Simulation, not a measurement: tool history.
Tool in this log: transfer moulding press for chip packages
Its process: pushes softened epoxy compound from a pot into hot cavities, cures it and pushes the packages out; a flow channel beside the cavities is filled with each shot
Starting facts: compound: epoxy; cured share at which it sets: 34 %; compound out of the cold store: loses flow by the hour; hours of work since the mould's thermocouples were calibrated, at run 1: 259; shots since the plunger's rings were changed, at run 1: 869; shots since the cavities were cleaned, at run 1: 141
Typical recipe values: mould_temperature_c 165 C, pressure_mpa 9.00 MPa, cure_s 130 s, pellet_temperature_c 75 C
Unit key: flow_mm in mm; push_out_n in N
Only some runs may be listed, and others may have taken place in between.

run,hour,mould_temperature_c,pressure_mpa,cure_s,pellet_temperature_c,hours of work since the mould's thermocouples were calibrated,shots since the plunger's rings were changed,shots since the cavities were cleaned,incoming compound's hours out of the cold store,flow_mm,push_out_n
1,0.0,165,9.00,130,75,259,869,141,14.3,864,299
2,9.8,165,9.00,130,75,265,959,231,12.3,882,339
3,23.3,165,9.00,121,75,273,1083,355,45.3,737,381
# hour 32.6: cavities cleaned with cleaning compound and waxed
4,37.1,163,9.00,130,75,281,1195,42,28.3,810,293
5,44.5,163,9.00,130,75,285,1263,110,11.0,876,347
6,56.8,163,9.00,130,75,292,1375,222,17.5,846,371
7,66.5,163,9.00,130,75,298,1463,310,13.8,864,393
8,76.0,165,9.00,130,66,304,1551,398,31.8,786,358
# hour 79.9: cavities cleaned with cleaning compound and waxed
9,91.9,165,9.00,130,66,312,1682,109,42.1,734,286
10,99.1,172,9.00,130,70,317,1748,175,12.6,823,273
11,111.8,172,8.88,124,74,324,1864,291,20.3,791,294
# hour 127.4: cavities cleaned with cleaning compound and waxed
12,128.4,172,9.09,139,69,333,2003,10,30.7,755,225
13,142.4,172,9.09,139,69,341,2131,138,11.8,835,269
14,157.4,158,8.54,130,83,350,2267,274,24.8,806,515
15,167.2,158,8.54,135,83,356,2357,364,20.6,806,508
# hour 174.8: cavities cleaned with cleaning compound and waxed
16,181.9,162,8.94,148,71,364,2477,64,20.0,809,284
17,190.0,162,8.94,157,69,369,2552,139,32.5,763,277
18,197.3,162,8.94,157,69,373,2619,206,15.3,839,313

Predict each of these 5 candidate next runs independently; none follows another, all start after run 18:
A,207.8,165,9.00,157,75,379,2715,302,14.7,?,?
B,207.8,172,10.36,126,69,379,2715,302,36.2,?,?
C,207.8,167,9.00,130,79,379,2715,302,36.3,?,?
D,207.8,162,8.94,158,69,379,2715,302,24.9,?,?
E,207.8,165,9.63,130,75,379,2715,302,20.9,?,?

run,flow_mm,push_out_n
A,851,304
B,784,316
C,736,323
D,793,320
E,826,347
Had the tool no hidden state, the same runs would have come out as:
run,flow_mm,push_out_n
A,887,221
B,819,234
C,768,235
D,827,231
E,862,246

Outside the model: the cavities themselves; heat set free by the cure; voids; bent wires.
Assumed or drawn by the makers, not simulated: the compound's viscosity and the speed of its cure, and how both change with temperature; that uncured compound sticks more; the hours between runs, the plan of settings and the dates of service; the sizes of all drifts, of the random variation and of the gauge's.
